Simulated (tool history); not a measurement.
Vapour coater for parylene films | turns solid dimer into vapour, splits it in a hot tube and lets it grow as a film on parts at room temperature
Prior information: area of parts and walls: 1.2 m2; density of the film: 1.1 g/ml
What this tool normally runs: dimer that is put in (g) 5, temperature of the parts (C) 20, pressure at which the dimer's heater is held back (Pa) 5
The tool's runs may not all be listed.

run   hour  dimer that is put in (g)  temperature of the parts (C)  pressure at which the dimer's heater is held back (Pa)  thickness of the film (um)
  1      0                         5                            20                                                       5                        1.85
  2   10.9                         5                            20                                                       5                        1.84
      18.9  -- trap's valve overhauled
  3   36.5                         5                            20                                                       5                        1.75
  4   53.5                         5                            20                                                       5                        1.68
  5   70.3                         5                            20                                                       5                         1.7
  6   86.8                         5                            21                                                       5                        1.68
  7  100.3                         5                            20                                                       5                        1.67
  8    121                         5                            14                                                       5                        1.83
     128.1  -- trap's valve overhauled, once more
  9  139.9                         5                            14                                                       5                         2.3
 10  154.1                         5                            20                                                    5.04                        2.11
 11  173.5                         5                            20                                                    5.04                        2.09
 12  194.6                         5                            20                                                    5.04                        2.08
 13  205.6                         5                            20                                                    5.04                        2.01
 14  221.4                         5                            20                                                       5                        2.05
 15  232.6                         5                            20                                                       5                        2.04
 16  253.8                         5                            20                                                       5                        2.05
 17    272                         5                            20                                                   11.68                        1.66
 18  285.4                         5                            15                                                       5                         2.2
 19  304.4                         5                            15                                                       5                        2.16
 20  324.1                         5                            26                                                    2.35                        2.19
 21  334.2                         5                            26                                                    2.35                         2.2
 22  351.8                         5                            12                                                       5                        2.26
 23  368.2                         5                            21                                                    9.05                        1.73
 24  377.9                         5                            21                                                    9.05                        1.66
 25  387.1                         5                            18                                                      11                        1.71
 26  406.5                         5                            18                                                      11                        1.71
 27  425.5                         5                            19                                                       5                        2.04

The next listed run, before its measurement:
 28  438.2                         5                            24                                                    2.41                           ?

thickness of the film (um): 2.2
Without the tool's hidden state the same run would have given thickness of the film (um) 2.38.

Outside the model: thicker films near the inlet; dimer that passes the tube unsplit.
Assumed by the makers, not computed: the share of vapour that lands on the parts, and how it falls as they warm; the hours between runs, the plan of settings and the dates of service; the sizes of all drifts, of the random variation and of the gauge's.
